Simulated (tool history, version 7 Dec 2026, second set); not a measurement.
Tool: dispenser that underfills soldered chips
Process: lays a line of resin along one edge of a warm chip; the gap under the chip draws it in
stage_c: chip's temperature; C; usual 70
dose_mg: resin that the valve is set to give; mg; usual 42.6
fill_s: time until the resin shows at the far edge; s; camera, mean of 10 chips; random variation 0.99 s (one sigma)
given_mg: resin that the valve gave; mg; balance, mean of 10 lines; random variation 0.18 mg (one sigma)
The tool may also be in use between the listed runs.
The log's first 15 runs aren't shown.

run   hour  stage_c  dose_mg  hours of work since the syringe was changed  hours of work since the valve was cleaned  hours of work since the stage was calibrated  fill_s  given_mg
 16  112.5       73     42.6                                            8                                         65                                           240   133.5     41.42
     116.7  -- new syringe of resin
 17  120.2       73     49.3                                            2                                         70                                           244    95.2     47.46
 18  125.1       73       55                                            5                                         73                                           248   112.2     52.57
 19  130.3       71     39.9                                            8                                         76                                           251   151.3     38.48
     133.6  -- new syringe of resin
 20  136.8       69     55.2                                            2                                         80                                           255   122.9     52.88
 21  144.7       82     55.2                                            7                                         85                                           260    79.5     52.74
     151.1  -- new syringe of resin
 22  153.4       84     55.2                                            1                                         90                                           265    53.7     52.72
 23  158.3       84     55.2                                            4                                         93                                           268    61.9     52.42
 24  166.4       84     55.2                                           10                                         98                                           273    80.3     52.53
     167.9  -- new syringe of resin
 25  173.9       70     41.8                                            4                                        103                                           277   131.3     39.82
 26  178.6       70     43.4                                            7                                        106                                           280   152.6     41.23
     185.1  -- new syringe of resin
 27  185.9       65     52.1                                            1                                        110                                           285   140.4     49.11
 28    192       56       47                                            4                                        114                                           289     295     44.31
     202.1  -- new syringe of resin
 29  202.6       56       47                                            0                                        120                                           295   242.1     44.38
 30  209.9       56       47                                            5                                        125                                           300   319.3     44.18
 31  216.4       56       47                                            9                                        129                                           304   383.7     44.16
     219.1  -- new syringe of resin
 32    227       56       47                                            5                                        135                                           310   309.4     43.66
       236  -- new syringe of resin
 33    236       63     54.7                                            0                                        141                                           315   157.1     50.96
     244.4  -- dispensing valve cleaned and set on the balance
 34  246.6       61     37.3                                            6                                          1                                           321   251.9     37.12
     254.3  -- new syringe of resin
 35    255       75     36.6                                            0                                          6                                           326    86.6     36.44

5 ways to go on from here, each from the tool as it stands after run 35. What would each give?
  A  265.4       68     42.6                                            7                                         13                                           333       ?         ?
  B  265.4       61     36.3                                            7                                         13                                           333       ?         ?
  C  265.4       70     40.9                                            7                                         13                                           333       ?         ?
  D  265.4       80     51.1                                            7                                         13                                           333       ?         ?
  E  265.4       59     42.6                                            7                                         13                                           333       ?         ?

run  fill_s  given_mg
  A   173.5     42.52
  B   269.8     36.03
  C   155.8     40.71
  D      89     50.81
  E   291.5     42.39
Without the tool's hidden state the same runs would have given:
run  fill_s  given_mg
  A   105.5     42.74
  B     163     36.21
  C    94.8     40.91
  D    54.6     51.07
  E   176.1     42.61
